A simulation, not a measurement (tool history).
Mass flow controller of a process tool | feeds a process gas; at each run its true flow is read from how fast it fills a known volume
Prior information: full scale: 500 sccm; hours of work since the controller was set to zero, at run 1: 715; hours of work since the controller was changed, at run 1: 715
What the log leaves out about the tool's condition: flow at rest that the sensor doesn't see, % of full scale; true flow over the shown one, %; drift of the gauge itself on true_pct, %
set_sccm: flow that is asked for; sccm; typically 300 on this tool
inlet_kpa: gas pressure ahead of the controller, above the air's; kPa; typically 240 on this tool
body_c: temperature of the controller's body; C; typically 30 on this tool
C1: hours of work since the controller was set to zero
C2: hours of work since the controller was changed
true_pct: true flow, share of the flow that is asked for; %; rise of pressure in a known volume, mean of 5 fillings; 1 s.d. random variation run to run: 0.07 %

Run 1, hour 0.0: usual settings; C1 715; C2 715. Result: true_pct 98.38 %.
Run 2, hour 344.9: usual settings but inlet_kpa 151 kPa; C1 920; C2 920. Result: true_pct 98.22 %.
Run 3, hour 808.3: usual settings; C1 1195; C2 1195. Result: true_pct 98.71 %.
Run 4, hour 1067.2: usual settings; C1 1349; C2 1349. Result: true_pct 98.89 %.
Run 5, hour 1388.0: usual settings; C1 1540; C2 1540. Result: true_pct 98.77 %.
Run 6, hour 1652.8: usual settings; C1 1697; C2 1697. Result: true_pct 98.79 %.
Run 7, hour 1878.7: usual settings; C1 1831; C2 1831. Result: true_pct 98.76 %.
Run 8, hour 2176.2: usual settings; C1 2008; C2 2008. Result: true_pct 98.90 %.
Run 9, hour 2380.9: usual settings; C1 2129; C2 2129. Result: true_pct 98.81 %.
Run 10, hour 2690.1: usual settings; C1 2313; C2 2313. Result: true_pct 98.92 %.
Run 11, hour 3013.8: usual settings; C1 2505; C2 2505. Result: true_pct 99.02 %.
Run 12, hour 3408.5: usual settings but inlet_kpa 152 kPa; C1 2739; C2 2739. Result: true_pct 98.64 %.
Run 13, hour 3855.9: usual settings but inlet_kpa 152 kPa; C1 3005; C2 3005. Result: true_pct 98.65 %.
Run 14, hour 4213.2: usual settings but inlet_kpa 152 kPa; C1 3217; C2 3217. Result: true_pct 98.88 %.
Run 15, hour 4517.6: usual settings but set_sccm 444 sccm, body_c 31 C; C1 3398; C2 3398. Result: true_pct 100.12 %.
Run 16, hour 4884.7: usual settings but set_sccm 444 sccm, body_c 31 C; C1 3616; C2 3616. Result: true_pct 100.26 %.
Run 17, hour 5273.8: usual settings but set_sccm 358 sccm, inlet_kpa 196 kPa, body_c 32 C; C1 3847; C2 3847. Result: true_pct 99.39 %.
Run 18, hour 5601.4: usual settings but inlet_kpa 211 kPa; C1 4041; C2 4041. Result: true_pct 99.16 %.

What does the tool deliver on the next run?
Run 19, hour 6013.0: usual settings but inlet_kpa 211 kPa; C1 4286; C2 4286. Result: true_pct ?.

true_pct: 99.21 %
If the tool had no hidden condition, the same run with the same run-to-run variation would have returned true_pct 98.45 %.

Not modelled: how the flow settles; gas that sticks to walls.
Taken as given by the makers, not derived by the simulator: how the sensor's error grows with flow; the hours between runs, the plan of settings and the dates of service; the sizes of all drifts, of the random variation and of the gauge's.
